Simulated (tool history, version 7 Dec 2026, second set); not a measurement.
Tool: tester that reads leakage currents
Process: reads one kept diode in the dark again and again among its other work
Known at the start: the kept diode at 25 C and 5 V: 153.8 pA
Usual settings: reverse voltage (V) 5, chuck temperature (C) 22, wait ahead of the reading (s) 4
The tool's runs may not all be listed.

| run | hour | reverse voltage (V) | chuck temperature (C) | wait ahead of the reading (s) | current that the tester gives (pA) |
|---|---|---|---|---|---|
| 1 | 0 | 5 | 22 | 4 | 114.46 |
| 2 | 34.4 | 5 | 51 | 4 | 1579.01 |
| 3 | 77.2 | 5 | 51 | 4 | 1575.92 |
| 4 | 106.9 | 5 | 22 | 4 | 114.09 |
| 5 | 149.9 | 5 | 22 | 4 | 115.28 |
| 6 | 179.2 | 5 | 22 | 4 | 115.22 |
| 7 | 199.8 | 5 | 22 | 4 | 114.94 |
| 8 | 226.6 | 5 | 22 | 1.47 | 115.03 |
| 9 | 263.6 | 5 | 22 | 4.71 | 114.3 |
| 10 | 298 | 5 | 22 | 4.71 | 114.53 |
| 11 | 321.5 | 5 | 31 | 1.12 | 274.25 |
| 12 | 352.2 | 1.16 | 59 | 0.4 | 1912.98 |
| 13 | 390.7 | 3.77 | 27 | 0.4 | 172.59 |
| 14 | 417 | 3.77 | 34 | 2.45 | 330.86 |
|  | 436.1 | chuck's temperature calibrated |
| 15 | 467.1 | 1.19 | 22 | 7.81 | 73.02 |

Forecast run 16:
| 16 | 489.7 | 1.47 | 22 | 1.23 | ? |

{"run 16": {"current that the tester gives (pA)": 78.28}}
Without the tool's hidden state the same run would have given current that the tester gives (pA) 78.27.

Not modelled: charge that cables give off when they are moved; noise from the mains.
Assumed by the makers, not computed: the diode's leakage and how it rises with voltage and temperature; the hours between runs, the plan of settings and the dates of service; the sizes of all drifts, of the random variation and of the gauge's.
